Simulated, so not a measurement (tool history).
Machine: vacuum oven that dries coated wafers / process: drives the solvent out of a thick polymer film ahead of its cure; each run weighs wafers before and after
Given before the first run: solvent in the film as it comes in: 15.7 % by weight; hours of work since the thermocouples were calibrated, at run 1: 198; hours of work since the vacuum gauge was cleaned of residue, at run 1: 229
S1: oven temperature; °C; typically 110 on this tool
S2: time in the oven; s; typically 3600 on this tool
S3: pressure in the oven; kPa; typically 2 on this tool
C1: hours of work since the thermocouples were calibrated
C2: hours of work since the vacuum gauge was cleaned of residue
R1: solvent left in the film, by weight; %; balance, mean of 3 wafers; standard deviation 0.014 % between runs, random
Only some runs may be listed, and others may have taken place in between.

run 1 day=0 | S1=110 S2=3600 S3=2 | C1=198 C2=229 | R1=1.89
run 2 day=0.642 | S1=110 S2=3600 S3=1.43 | C1=205 C2=236 | R1=1.66
run 3 day=1.5 | S1=110 S2=3600 S3=1.43 | C1=214 C2=245 | R1=1.67
run 4 day=1.908 | S1=110 S2=3600 S3=1.43 | C1=219 C2=250 | R1=1.65
run 5 day=2.438 | S1=110 S2=3600 S3=1.43 | C1=224 C2=256 | R1=1.66
run 6 day=3.4 | S1=110 S2=3600 S3=2 | C1=235 C2=266 | R1=1.9
run 7 day=4.096 | S1=97 S2=3600 S3=2 | C1=242 C2=274 | R1=4.18
run 8 day=4.9 | S1=97 S2=3600 S3=2 | C1=251 C2=282 | R1=4.16
run 9 day=5.671 | S1=97 S2=3600 S3=2 | C1=260 C2=291 | R1=4.16
run 10 day=6.575 | S1=95 S2=3600 S3=2 | C1=269 C2=301 | R1=4.59
run 11 day=7.162 | S1=95 S2=3600 S3=2 | C1=276 C2=307 | R1=4.59
run 12 day=7.796 | S1=95 S2=3600 S3=2 | C1=283 C2=314 | R1=4.64
run 13 day=8.762 | S1=118 S2=3600 S3=1.73 | C1=293 C2=325 | R1=1.01
run 14 day=9.196 | S1=118 S2=3600 S3=1.73 | C1=298 C2=329 | R1=1.03
run 15 day=9.596 | S1=113 S2=3720 S3=2.83 | C1=302 C2=334 | R1=1.81
run 16 day=10.45 | S1=117 S2=2340 S3=1.22 | C1=312 C2=343 | R1=1.9
run 17 day=10.846 | S1=117 S2=2340 S3=1.22 | C1=316 C2=347 | R1=1.93
run 18 day=11.55 | S1=124 S2=4380 S3=1.62 | C1=324 C2=355 | R1=0.53
run 19 day=12.058 | S1=99 S2=4020 S3=2.28 | C1=329 C2=360 | R1=3.5
run 20 day=12.525 | S1=100 S2=3600 S3=2 | C1=334 C2=365 | R1=3.55
run 21 day=13.267 | S1=100 S2=3600 S3=2 | C1=342 C2=374 | R1=3.55

Forecast each of these 5 alternatives for the next run:
run A day=14.129 | S1=104 S2=6420 S3=4.13 | C1=352 C2=383 | R1=?
run B day=14.129 | S1=120 S2=3960 S3=2 | C1=352 C2=383 | R1=?
run C day=14.129 | S1=110 S2=2760 S3=2 | C1=352 C2=383 | R1=?
run D day=14.129 | S1=100 S2=3000 S3=5.06 | C1=352 C2=383 | R1=?
run E day=14.129 | S1=110 S2=4380 S3=1.53 | C1=352 C2=383 | R1=?

run=A R1=2.63
run=B R1=0.89
run=C R1=2.71
run=D R1=5.84
run=E R1=1.31
Take away the tool's hidden state, keep each run's random variation, and the runs would have read:
run=A R1=2.54
run=B R1=0.84
run=C R1=2.61
run=D R1=5.7
run=E R1=1.24
